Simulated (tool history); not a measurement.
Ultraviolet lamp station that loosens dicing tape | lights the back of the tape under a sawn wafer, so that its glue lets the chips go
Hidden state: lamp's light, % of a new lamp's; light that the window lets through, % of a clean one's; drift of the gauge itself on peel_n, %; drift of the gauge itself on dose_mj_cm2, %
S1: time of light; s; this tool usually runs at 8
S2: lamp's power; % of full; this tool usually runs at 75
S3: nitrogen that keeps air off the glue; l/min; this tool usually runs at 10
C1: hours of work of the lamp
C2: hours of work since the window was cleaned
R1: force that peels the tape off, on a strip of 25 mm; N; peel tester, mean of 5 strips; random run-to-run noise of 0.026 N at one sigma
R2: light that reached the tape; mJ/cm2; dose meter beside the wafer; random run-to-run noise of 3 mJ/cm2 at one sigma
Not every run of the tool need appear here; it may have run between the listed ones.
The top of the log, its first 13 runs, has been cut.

run   hour  S1  S2  S3    C1   C2     R1   R2
 14    477   9  75  10  1008   78   2.24  321
 15  499.5   9  75  10  1019   89   2.42  314
 16  523.7   9  75  10  1031  101  2.441  317
 17  547.4   9  75  10  1043  113  2.407  310
 18  591.2   9  75  10  1064  135  2.603  297
 19  618.4   9  75  10  1078  148  2.613  297
 20  641.3   9  75  10  1089  160   2.66  296
 21  674.8   6  75  10  1106  176  4.409  190
 22  700.9   6  75  10  1119  189  4.275  187

Forecast run 23:
     738.7  -- window cleaned of glue's vapour
 23  751.3   6  75  10  1143   6   ?   ?

R1: 3.894 N
R2: 209 mJ/cm2
If the tool had no hidden condition, the same run with the same run-to-run variation would have returned R1 2.139 N, R2 340 mJ/cm2.
